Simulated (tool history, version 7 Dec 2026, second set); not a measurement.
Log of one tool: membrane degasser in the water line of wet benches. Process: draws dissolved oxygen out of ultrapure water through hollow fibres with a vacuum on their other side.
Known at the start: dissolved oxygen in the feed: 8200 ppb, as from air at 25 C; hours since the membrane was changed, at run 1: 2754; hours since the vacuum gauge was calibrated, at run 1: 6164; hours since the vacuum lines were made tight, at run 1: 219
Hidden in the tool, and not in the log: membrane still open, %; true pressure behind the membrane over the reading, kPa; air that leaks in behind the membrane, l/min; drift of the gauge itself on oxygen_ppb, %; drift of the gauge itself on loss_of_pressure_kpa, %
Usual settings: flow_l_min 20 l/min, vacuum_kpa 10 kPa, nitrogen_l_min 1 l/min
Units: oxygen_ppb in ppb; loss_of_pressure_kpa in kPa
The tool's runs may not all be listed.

run    hour  flow_l_min  vacuum_kpa  nitrogen_l_min  hours since the membrane was changed  hours since the vacuum gauge was calibrated  hours since the vacuum lines were made tight  oxygen_ppb  loss_of_pressure_kpa
  1       0          20          10               1                                  2754                                         6164                                           219       366.9                  69.1
  2    69.6          20          10            1.73                                  2823                                         6234                                           289       257.5                 69.12
  3   131.9          20          10            1.73                                  2885                                         6296                                           351       251.4                 69.35
  4   197.8          20          10            2.74                                  2951                                         6362                                           417       191.4                 69.53
  5   246.6          20          10            2.74                                  3000                                         6411                                           466       192.3                    69
  6   317.1          13          10               1                                  3071                                         6481                                           536       239.4                 45.05
  7     429          12          10               1                                  3182                                         6593                                           648       219.8                 41.55
  8   513.9          12          10               1                                  3267                                         6678                                           733         224                  41.8
  9   573.5          15          10               1                                  3327                                         6738                                           793       277.5                  51.8
 10   627.4          15          10               1                                  3381                                         6791                                           847       277.3                 52.17
 11   726.1          15          10               1                                  3480                                         6890                                           945       278.7                 52.58
 12   806.4          15          10               1                                  3560                                         6971                                          1026       278.9                 52.33
 13   858.2          20          10            0.94                                  3612                                         7022                                          1077       396.1                 70.02
 14   954.6          20          10            0.94                                  3708                                         7119                                          1174       396.3                 69.91
 15  1033.4          20          10               1                                  3787                                         7197                                          1253       374.6                 70.15
 16  1122.1          20          10               1                                  3876                                         7286                                          1341       379.2                 69.86
     1189.4  -- vacuum gauge calibrated
 17    1221          21        14.5            1.51                                  3974                                           32                                          1440       421.5                 72.99
 18  1290.4          21          23            1.51                                  4043                                          101                                          1509       673.4                 73.87
 19  1346.1          21          23            1.51                                  4099                                          157                                          1565       670.7                 73.85
 20  1460.3          30          10               1                                  4213                                          271                                          1679       547.8                105.17
 21  1507.8          16          10               1                                  4261                                          318                                          1726       292.9                 56.22
 22  1566.9          16          10               1                                  4320                                          378                                          1786       296.2                 56.17
 23  1643.9          16          10               1                                  4397                                          455                                          1863       293.7                 57.03
 24  1755.1          12          10            2.35                                  4508                                          566                                          1974       115.4                 42.25
 25    1819          12          10            2.35                                  4572                                          630                                          2038       115.7                 42.46
 26  1865.8          14          10             0.6                                  4619                                          676                                          2084       371.9                 49.01
 27  1963.4          19          10            1.23                                  4716                                          774                                          2182       306.7                  67.8
 28  2036.1          25          10             0.4                                  4789                                          847                                          2255       818.8                 88.63
 29  2093.4          25          10             0.4                                  4846                                          904                                          2312       820.7                 88.67
 30  2146.5          25          23            1.43                                  4899                                          957                                          2365         827                 88.58
 31  2239.7          25          23            1.43                                  4993                                         1050                                          2458       827.8                 88.43
 32  2321.3          25         9.3            1.43                                  5074                                         1132                                          2540       347.1                 88.37

4 ways to go on from here, each from the tool as it stands after run 32. What would each give?
  A  2396.6          15           9            1.64                                  5150                                         1207                                          2615           ?                     ?
  B  2396.6          17        18.5            1.43                                  5150                                         1207                                          2615           ?                     ?
  C  2396.6          22         9.3            0.67                                  5150                                         1207                                          2615           ?                     ?
  D  2396.6          20        10.1               1                                  5150                                         1207                                          2615           ?                     ?

run  oxygen_ppb  loss_of_pressure_kpa
  A       171.9                 53.32
  B       468.7                 60.57
  C       493.8                 78.39
  D         380                 71.34
Without the tool's hidden state the same runs would have given:
run  oxygen_ppb  loss_of_pressure_kpa
  A         155                 50.27
  B       444.8                 57.09
  C       466.3                 73.89
  D       354.7                 67.24
